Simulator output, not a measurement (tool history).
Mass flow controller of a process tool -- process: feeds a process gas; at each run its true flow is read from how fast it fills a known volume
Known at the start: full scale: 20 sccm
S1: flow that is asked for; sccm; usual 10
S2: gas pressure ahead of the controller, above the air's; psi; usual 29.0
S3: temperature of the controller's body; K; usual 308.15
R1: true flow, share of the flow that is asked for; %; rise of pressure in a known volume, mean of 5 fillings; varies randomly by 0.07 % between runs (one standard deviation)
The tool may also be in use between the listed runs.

run    hour  S1    S2      S3      R1
  1     0.0  10  29.0  308.15   98.55
  2   185.9  10  29.0  308.15   98.71
  3   367.5  10  29.0  308.15   98.65
  4   511.2  10  29.0  308.15   98.66
  5   703.5  18  29.0  308.15   99.51
  6   821.6  10  35.2  308.15   99.10
  7   936.1  10  28.3  308.15   98.85
  8  1035.5   2  28.3  308.15   99.59
  9  1135.1   2  28.3  308.15   99.59
 10  1239.5   8  28.3  308.15   98.57
 11  1351.4   8  28.3  308.15   98.67
 12  1445.5   8  28.3  308.15   98.73
 13  1598.3   8  28.3  308.15   98.69
 14  1773.4  10  29.0  308.15   98.75
 15  1876.9  10  29.0  308.15   98.83
 16  2044.5  10  35.8  301.15   99.82
 17  2253.4   2  24.8  298.15  100.97
 18  2358.4  12  24.4  301.15   99.73
 19  2481.5  10  24.5  304.15   99.23
 20  2626.2  10  24.5  304.15   99.18
 21  2774.8  10  24.5  304.15   99.27
 22  2912.7   2  32.1  306.15  100.55
 23  3101.8   5  29.0  305.15   99.35
 24  3219.2  18  33.4  297.15  101.17
 25  3333.1  18  33.4  297.15  101.03
 26  3512.8  18  33.4  297.15  101.23
 27  3629.2  17  33.4  308.15   99.82
 28  3832.0   5  27.8  308.15   99.04
 29  3928.1  10  29.0  301.15   99.91
 30  4015.6   2  38.0  301.15  101.65

Same runs, no hidden state in the tool, same run-to-run variation:
The tool's hidden condition here consists of: flow at rest that the sensor doesn't see, % of full scale; true flow over the shown one, %; drift of the gauge itself on true_pct, %.
run      R1
  1   97.63
  2   97.76
  3   97.68
  4   97.67
  5   98.69
  6   98.06
  7   97.81
  8   96.70
  9   96.66
 10   97.37
 11   97.45
 12   97.50
 13   97.43
 14   97.59
 15   97.66
 16   98.63
 17   97.69
 18   98.58
 19   97.97
 20   97.90
 21   97.97
 22   97.06
 23   97.46
 24  100.06
 25   99.91
 26  100.08
 27   98.64
 28   97.01
 29   98.45
 30   97.81

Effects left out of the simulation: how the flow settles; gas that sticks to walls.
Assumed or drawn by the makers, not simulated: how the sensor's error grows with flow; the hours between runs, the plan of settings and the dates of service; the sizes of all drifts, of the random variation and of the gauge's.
